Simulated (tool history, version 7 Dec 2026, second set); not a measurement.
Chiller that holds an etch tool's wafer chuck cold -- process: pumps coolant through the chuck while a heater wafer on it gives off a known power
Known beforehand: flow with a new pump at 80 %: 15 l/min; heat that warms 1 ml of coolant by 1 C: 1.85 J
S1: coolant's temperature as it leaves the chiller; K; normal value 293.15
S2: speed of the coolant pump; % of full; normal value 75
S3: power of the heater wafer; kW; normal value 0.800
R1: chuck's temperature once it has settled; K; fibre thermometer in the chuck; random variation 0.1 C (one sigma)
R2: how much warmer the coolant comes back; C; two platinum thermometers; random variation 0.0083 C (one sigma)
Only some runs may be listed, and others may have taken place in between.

run     day      S1  S2     S3      R1     R2
  1   0.000  293.15  75  0.800  302.15  1.864
  2   1.304  293.15  75  0.800  301.95  1.848
  3   2.117  293.15  75  0.800  302.05  1.837
  4   3.129  293.15  75  0.800  302.05  1.839
  5   4.304  293.15  75  0.800  302.15  1.822
  6   5.438  293.15  75  0.866  302.85  1.986
  7   6.408  299.15  75  0.866  308.65  1.979
  8   7.150  293.15  75  0.800  302.05  1.816
  9   8.417  293.15  75  0.800  302.15  1.811
 10   9.517  293.15  75  0.800  302.15  1.801
 11  10.738  293.15  75  0.800  302.15  1.787
 12  11.712  293.15  75  0.800  302.15  1.798
 13  12.662  294.15  84  0.807  302.25  1.568
 14  14.062  289.15  99  0.677  294.85  1.051
 15  15.033  298.15  91  0.954  306.75  1.677
 16  16.038  298.15  91  0.443  302.15  0.716
 17  17.196  289.15  95  0.800  296.35  1.309
 18  18.121  302.15  75  0.800  311.15  1.740
 19  19.296  293.15  61  0.501  300.05  1.352
 20  20.404  293.15  64  0.838  304.25  2.217
 21  21.117  299.15  64  0.421  304.55  1.035
 22  22.371  299.15  64  0.421  304.65  1.032

Forecast each of these 3 alternatives for the next run:
  A  23.279  293.15  93  0.566   ?   ?
  B  23.279  299.15  62  0.628   ?   ?
  C  23.279  299.15  87  0.421   ?   ?

run      R1     R2
  A  298.05  0.887
  B  307.45  1.653
  C  303.15  0.673
Stripped of hidden state, with their random variation kept, the same runs would have yielded:
run      R1     R2
  A  298.05  1.039
  B  307.45  1.805
  C  303.15  0.825

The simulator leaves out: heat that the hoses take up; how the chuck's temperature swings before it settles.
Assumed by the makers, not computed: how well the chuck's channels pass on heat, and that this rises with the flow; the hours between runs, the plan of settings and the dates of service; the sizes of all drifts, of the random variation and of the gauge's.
